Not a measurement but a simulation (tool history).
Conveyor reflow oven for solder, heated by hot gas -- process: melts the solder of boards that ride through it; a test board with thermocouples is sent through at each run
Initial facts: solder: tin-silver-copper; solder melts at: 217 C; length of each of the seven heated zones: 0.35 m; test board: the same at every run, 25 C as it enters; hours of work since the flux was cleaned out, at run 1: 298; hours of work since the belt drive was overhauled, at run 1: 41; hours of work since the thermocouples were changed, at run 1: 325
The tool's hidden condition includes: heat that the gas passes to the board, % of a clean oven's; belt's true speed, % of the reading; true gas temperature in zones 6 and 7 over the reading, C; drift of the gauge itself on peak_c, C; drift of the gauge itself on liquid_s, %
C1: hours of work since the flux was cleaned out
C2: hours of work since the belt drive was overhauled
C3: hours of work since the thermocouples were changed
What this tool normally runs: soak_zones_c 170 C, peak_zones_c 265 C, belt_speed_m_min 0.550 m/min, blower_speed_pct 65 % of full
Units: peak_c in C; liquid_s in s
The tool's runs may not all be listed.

{"run": 1, "day": 0.0, "soak_zones_c": 170, "peak_zones_c": 265, "belt_speed_m_min": 0.55, "blower_speed_pct": 65, "C1": 298, "C2": 41, "C3": 325, "peak_c": 247.3, "liquid_s": 52.3}
{"run": 2, "day": 0.467, "soak_zones_c": 170, "peak_zones_c": 265, "belt_speed_m_min": 0.55, "blower_speed_pct": 65, "C1": 305, "C2": 48, "C3": 333, "peak_c": 247.8, "liquid_s": 51.9}
{"run": 3, "day": 0.817, "soak_zones_c": 170, "peak_zones_c": 265, "belt_speed_m_min": 0.55, "blower_speed_pct": 65, "C1": 311, "C2": 54, "C3": 338, "peak_c": 247.3, "liquid_s": 52.5}
{"run": 4, "day": 1.188, "soak_zones_c": 170, "peak_zones_c": 265, "belt_speed_m_min": 0.631, "blower_speed_pct": 65, "C1": 317, "C2": 60, "C3": 344, "peak_c": 242.9, "liquid_s": 40.1}
{"run": 5, "day": 1.608, "soak_zones_c": 170, "peak_zones_c": 265, "belt_speed_m_min": 0.557, "blower_speed_pct": 65, "C1": 324, "C2": 66, "C3": 351, "peak_c": 247.0, "liquid_s": 50.6}
{"run": 6, "day": 1.896, "soak_zones_c": 170, "peak_zones_c": 265, "belt_speed_m_min": 0.557, "blower_speed_pct": 65, "C1": 328, "C2": 71, "C3": 355, "peak_c": 246.7, "liquid_s": 50.7}
{"run": 7, "day": 2.442, "soak_zones_c": 170, "peak_zones_c": 265, "belt_speed_m_min": 0.557, "blower_speed_pct": 65, "C1": 337, "C2": 79, "C3": 364, "peak_c": 246.8, "liquid_s": 50.8}
{"run": 8, "day": 2.979, "soak_zones_c": 170, "peak_zones_c": 265, "belt_speed_m_min": 0.557, "blower_speed_pct": 65, "C1": 345, "C2": 88, "C3": 372, "peak_c": 246.8, "liquid_s": 50.8}
{"run": 9, "day": 3.338, "soak_zones_c": 170, "peak_zones_c": 265, "belt_speed_m_min": 0.55, "blower_speed_pct": 53, "C1": 351, "C2": 94, "C3": 378, "peak_c": 244.5, "liquid_s": 49.0}
{"run": 10, "day": 3.967, "soak_zones_c": 170, "peak_zones_c": 265, "belt_speed_m_min": 0.55, "blower_speed_pct": 65, "C1": 361, "C2": 103, "C3": 388, "peak_c": 246.9, "liquid_s": 51.3}
{"day": 4.204, "done": "flux residue cleaned out of gas plates and filters"}
{"run": 11, "day": 4.808, "soak_zones_c": 182, "peak_zones_c": 265, "belt_speed_m_min": 0.55, "blower_speed_pct": 65, "C1": 10, "C2": 113, "C3": 398, "peak_c": 247.8, "liquid_s": 56.2}
{"run": 12, "day": 5.117, "soak_zones_c": 182, "peak_zones_c": 265, "belt_speed_m_min": 0.55, "blower_speed_pct": 65, "C1": 14, "C2": 118, "C3": 403, "peak_c": 247.3, "liquid_s": 56.1}
{"run": 13, "day": 5.55, "soak_zones_c": 182, "peak_zones_c": 265, "belt_speed_m_min": 0.55, "blower_speed_pct": 65, "C1": 21, "C2": 125, "C3": 409, "peak_c": 247.4, "liquid_s": 56.2}
{"run": 14, "day": 5.888, "soak_zones_c": 156, "peak_zones_c": 269, "belt_speed_m_min": 0.55, "blower_speed_pct": 71, "C1": 27, "C2": 130, "C3": 415, "peak_c": 246.8, "liquid_s": 46.5}
{"run": 15, "day": 6.212, "soak_zones_c": 165, "peak_zones_c": 262, "belt_speed_m_min": 0.615, "blower_speed_pct": 63, "C1": 32, "C2": 136, "C3": 420, "peak_c": 236.9, "liquid_s": 33.5}
{"run": 16, "day": 6.658, "soak_zones_c": 170, "peak_zones_c": 265, "belt_speed_m_min": 0.64, "blower_speed_pct": 65, "C1": 39, "C2": 143, "C3": 427, "peak_c": 239.2, "liquid_s": 35.5}
{"day": 7.1, "done": "flux residue cleaned out of gas plates and filters, once more"}
{"run": 17, "day": 7.308, "soak_zones_c": 170, "peak_zones_c": 265, "belt_speed_m_min": 0.64, "blower_speed_pct": 65, "C1": 3, "C2": 150, "C3": 434, "peak_c": 245.2, "liquid_s": 42.6}
{"run": 18, "day": 7.633, "soak_zones_c": 184, "peak_zones_c": 258, "belt_speed_m_min": 0.55, "blower_speed_pct": 74, "C1": 8, "C2": 155, "C3": 439, "peak_c": 246.7, "liquid_s": 58.7}
{"run": 19, "day": 8.158, "soak_zones_c": 184, "peak_zones_c": 258, "belt_speed_m_min": 0.55, "blower_speed_pct": 74, "C1": 17, "C2": 163, "C3": 447, "peak_c": 246.3, "liquid_s": 58.9}
{"run": 20, "day": 8.783, "soak_zones_c": 184, "peak_zones_c": 258, "belt_speed_m_min": 0.55, "blower_speed_pct": 74, "C1": 27, "C2": 173, "C3": 457, "peak_c": 246.8, "liquid_s": 58.7}
{"run": 21, "day": 9.258, "soak_zones_c": 169, "peak_zones_c": 256, "belt_speed_m_min": 0.55, "blower_speed_pct": 51, "C1": 34, "C2": 180, "C3": 465, "peak_c": 238.9, "liquid_s": 43.8}
{"run": 22, "day": 9.579, "soak_zones_c": 170, "peak_zones_c": 254, "belt_speed_m_min": 0.55, "blower_speed_pct": 65, "C1": 39, "C2": 185, "C3": 470, "peak_c": 239.5, "liquid_s": 46.4}
{"run": 23, "day": 9.85, "soak_zones_c": 182, "peak_zones_c": 265, "belt_speed_m_min": 0.498, "blower_speed_pct": 65, "C1": 43, "C2": 190, "C3": 474, "peak_c": 253.8, "liquid_s": 69.5}
{"run": 24, "day": 10.462, "soak_zones_c": 172, "peak_zones_c": 265, "belt_speed_m_min": 0.545, "blower_speed_pct": 85, "C1": 53, "C2": 199, "C3": 484, "peak_c": 252.4, "liquid_s": 59.0}
{"run": 25, "day": 10.908, "soak_zones_c": 170, "peak_zones_c": 269, "belt_speed_m_min": 0.654, "blower_speed_pct": 51, "C1": 60, "C2": 206, "C3": 491, "peak_c": 243.6, "liquid_s": 39.7}

Pick out some run-to-run changes in peak_c. Of each, how much would a tool without hidden state show as well, from the settings, what came in and chance, and how much is left for the hidden state and any gauge scatter not in both results compared?
Run 13 -> 14: soak_zones_c 182 -> 156, peak_zones_c 265 -> 269, blower_speed_pct 65 -> 71. peak_c -0.6 C: hidden state -1.7, all else +1.1.
Run 14 -> 15: soak_zones_c 156 -> 165, peak_zones_c 269 -> 262, belt_speed_m_min 0.550 -> 0.615, blower_speed_pct 71 -> 63. peak_c -9.9 C: hidden state +0.2, all else -10.1.
Run 16 -> 17: flux residue cleaned out of gas plates and filters, once more. peak_c +6.0 C: hidden state +6.2, all else -0.2.
Run 22 -> 23: soak_zones_c 170 -> 182, peak_zones_c 254 -> 265, belt_speed_m_min 0.550 -> 0.498. peak_c +14.3 C: hidden state +0.0, all else +14.3.
